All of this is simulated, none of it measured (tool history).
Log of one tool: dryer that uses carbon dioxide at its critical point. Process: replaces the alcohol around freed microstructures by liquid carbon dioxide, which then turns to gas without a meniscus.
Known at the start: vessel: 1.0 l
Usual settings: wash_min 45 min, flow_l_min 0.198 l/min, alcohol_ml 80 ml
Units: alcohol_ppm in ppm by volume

run    hour  wash_min  flow_l_min  alcohol_ml  alcohol_ppm
  1     0.0        45       0.198          80           49
  2    24.0        45       0.198          80           72
  3    51.3        45       0.198          80           93
  4    72.7        45       0.198          80           93
  5    89.7        45       0.240          80           58
      119.2  -- inlet filter changed
  6   121.3        45       0.240          80           56
  7   140.6        39       0.198          80          105
  8   167.1        39       0.198          80          116
  9   183.7        30       0.198          80          417
 10   211.6        30       0.198          80          467
 11   231.6        45       0.198          80           98
 12   246.7        45       0.198          80          110
 13   269.7        45       0.198          80          118
 14   294.9        45       0.198          80          137
 15   324.2        45       0.198          80          133
 16   353.1        45       0.198          80          145
 17   379.5        45       0.316          80          108
 18   401.6        40       0.198          80          238
      412.3  -- inlet filter changed
 19   419.9        40       0.198          80          147
 20   449.9        40       0.198          80          163
 21   465.2        45       0.198          80          143
 22   494.7        58       0.198          80          121
 23   518.6        45       0.159          80          280
 24   549.0        45       0.159          80          302
 25   572.6        30       0.254         109          269
 26   603.0        34       0.254          34          165
 27   616.7        34       0.254          34          170
 28   639.4        34       0.158          22          426
 29   659.8        34       0.158          22          452
 30   689.2        30       0.328          80          187
      705.2  -- inlet filter changed
 31   713.1        30       0.328          80          177
 32   733.3        45       0.248          43          172
 33   763.2        48       0.153          43          223
 34   793.9        45       0.127          80          709
 35   810.4        45       0.127          80          761
 36   841.4        45       0.127          80          820
 37   870.7        45       0.171          49          275
      887.8  -- purifier's bed changed
 38   893.5        50       0.171          27           35
 39   912.7        70       0.302          80            8
 40   928.6        71       0.128          68           63
 41   954.7        37       0.135          80         1509
 42   972.2        35       0.334          73           30
 43   985.5        39       0.173          23          129
     1001.4  -- inlet filter changed
 44  1006.4        39       0.173          23           74
 45  1035.6        55       0.143          25           61
 46  1054.0        32       0.233         100          134
 47  1068.4        28       0.233          35          122

4 ways to go on from here, each from the tool as it stands after run 47. What would each give?
  A  1083.5        54       0.130          21            ?
  B  1083.5        28       0.233          35            ?
  C  1083.5        41       0.259          30            ?
  D  1083.5        51       0.330          29            ?

run  alcohol_ppm
  A           80
  B          135
  C           45
  D           46
Without the tool's hidden state the same runs would have given:
run  alcohol_ppm
  A           29
  B           74
  C            5
  D            6
